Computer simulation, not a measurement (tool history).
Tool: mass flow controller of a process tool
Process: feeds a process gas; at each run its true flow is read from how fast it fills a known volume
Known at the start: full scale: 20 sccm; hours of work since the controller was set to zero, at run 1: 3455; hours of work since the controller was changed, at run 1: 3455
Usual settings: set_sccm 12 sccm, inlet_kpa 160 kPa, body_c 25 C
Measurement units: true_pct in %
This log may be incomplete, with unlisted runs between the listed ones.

| run | hour | set_sccm | inlet_kpa | body_c | hours of work since the controller was set to zero | hours of work since the controller was changed | true_pct |
|---|---|---|---|---|---|---|---|
| 1 | 0 | 12 | 160 | 25 | 3455 | 3455 | 96.9 |
| 2 | 123.2 | 12 | 160 | 25 | 3528 | 3528 | 96.91 |
| 3 | 337.8 | 12 | 160 | 25 | 3656 | 3656 | 96.81 |
| 4 | 459.9 | 12 | 164 | 25 | 3728 | 3728 | 96.67 |
| 5 | 565 | 12 | 164 | 25 | 3791 | 3791 | 96.68 |
| 6 | 697.2 | 12 | 175 | 25 | 3869 | 3869 | 96.87 |
| 7 | 804.1 | 12 | 160 | 25 | 3932 | 3932 | 96.73 |
| 8 | 1005.2 | 12 | 160 | 25 | 4052 | 4052 | 96.67 |
| 9 | 1162.6 | 12 | 160 | 25 | 4145 | 4145 | 96.68 |
| 10 | 1364.7 | 12 | 160 | 25 | 4265 | 4265 | 96.62 |
| 11 | 1568 | 12 | 160 | 25 | 4386 | 4386 | 96.46 |
| 12 | 1679.9 | 12 | 160 | 28 | 4452 | 4452 | 96.53 |
| 13 | 1899 | 12 | 160 | 28 | 4582 | 4582 | 96.38 |
| 14 | 2030.5 | 12 | 160 | 25 | 4660 | 4660 | 96.37 |
| 15 | 2123.3 | 12 | 234 | 25 | 4715 | 4715 | 96.88 |
| 16 | 2294.6 | 12 | 189 | 25 | 4817 | 4817 | 96.53 |
| 17 | 2486.9 | 12 | 189 | 25 | 4931 | 4931 | 96.37 |
| 18 | 2676.7 | 15 | 160 | 25 | 5043 | 5043 | 96.91 |
| 19 | 2827.9 | 12 | 160 | 34 | 5133 | 5133 | 95.99 |
| 20 | 2991.4 | 3 | 160 | 34 | 5230 | 5230 | 92.93 |
| 21 | 3151.7 | 12 | 160 | 25 | 5325 | 5325 | 96.29 |
| 22 | 3304.4 | 12 | 160 | 25 | 5416 | 5416 | 96.09 |
| 23 | 3488.5 | 12 | 160 | 25 | 5525 | 5525 | 96.06 |
| 24 | 3670.3 | 12 | 160 | 25 | 5633 | 5633 | 96.04 |
| 25 | 3863.4 | 17 | 243 | 26 | 5748 | 5748 | 97.42 |
| 26 | 3956.4 | 17 | 243 | 26 | 5803 | 5803 | 97.41 |
| 27 | 4165.2 | 6 | 248 | 40 | 5927 | 5927 | 94.56 |
| 28 | 4385.8 | 6 | 248 | 40 | 6057 | 6057 | 94.56 |
| 29 | 4546.8 | 11 | 160 | 31 | 6153 | 6153 | 95.42 |
| 30 | 4661.1 | 5 | 160 | 26 | 6221 | 6221 | 93.9 |
| 31 | 4765.5 | 12 | 156 | 25 | 6283 | 6283 | 95.76 |
| 32 | 4987.3 | 3 | 160 | 24 | 6414 | 6414 | 92.3 |
| 33 | 5138.5 | 12 | 215 | 32 | 6504 | 6504 | 95.89 |
| 34 | 5287.3 | 6 | 152 | 25 | 6592 | 6592 | 94.02 |
| 35 | 5430.5 | 6 | 152 | 25 | 6677 | 6677 | 93.92 |
| 36 | 5574.2 | 16 | 162 | 26 | 6763 | 6763 | 96.38 |
| 37 | 5768.6 | 16 | 162 | 26 | 6878 | 6878 | 96.21 |
| 38 | 5976.5 | 16 | 162 | 26 | 7001 | 7001 | 96.18 |
| 39 | 6126.2 | 16 | 162 | 26 | 7090 | 7090 | 96.24 |
| 40 | 6308.8 | 3 | 263 | 28 | 7198 | 7198 | 92.3 |
| 41 | 6473.6 | 12 | 277 | 25 | 7296 | 7296 | 96.04 |
| 42 | 6677 | 12 | 186 | 25 | 7417 | 7417 | 95.48 |
| 43 | 6852.3 | 12 | 186 | 25 | 7521 | 7521 | 95.47 |
| 44 | 6950.7 | 12 | 186 | 25 | 7579 | 7579 | 95.34 |
| 45 | 7061.3 | 5 | 223 | 28 | 7645 | 7645 | 93.29 |
| 46 | 7154.1 | 5 | 223 | 28 | 7700 | 7700 | 93.51 |
| 47 | 7331.3 | 10 | 232 | 27 | 7805 | 7805 | 95.04 |

Run by run, hidden condition taken away, random variation retained:
The hidden state here: flow at rest that the sensor doesn't see, % of full scale; true flow over the shown one, %; drift of the gauge itself on true_pct, %.
| run | true_pct |
|---|---|
| 1 | 98.54 |
| 2 | 98.58 |
| 3 | 98.53 |
| 4 | 98.41 |
| 5 | 98.46 |
| 6 | 98.67 |
| 7 | 98.56 |
| 8 | 98.55 |
| 9 | 98.6 |
| 10 | 98.59 |
| 11 | 98.48 |
| 12 | 98.57 |
| 13 | 98.48 |
| 14 | 98.5 |
| 15 | 99.03 |
| 16 | 98.72 |
| 17 | 98.6 |
| 18 | 99.08 |
| 19 | 98.31 |
| 20 | 96.96 |
| 21 | 98.69 |
| 22 | 98.52 |
| 23 | 98.53 |
| 24 | 98.56 |
| 25 | 99.81 |
| 26 | 99.82 |
| 27 | 97.83 |
| 28 | 97.9 |
| 29 | 98.2 |
| 30 | 97.59 |
| 31 | 98.54 |
| 32 | 97.19 |
| 33 | 98.75 |
| 34 | 97.62 |
| 35 | 97.57 |
| 36 | 99.17 |
| 37 | 99.05 |
| 38 | 99.06 |
| 39 | 99.16 |
| 40 | 97.74 |
| 41 | 99.22 |
| 42 | 98.7 |
| 43 | 98.75 |
| 44 | 98.64 |
| 45 | 97.76 |
| 46 | 98.01 |
| 47 | 98.59 |

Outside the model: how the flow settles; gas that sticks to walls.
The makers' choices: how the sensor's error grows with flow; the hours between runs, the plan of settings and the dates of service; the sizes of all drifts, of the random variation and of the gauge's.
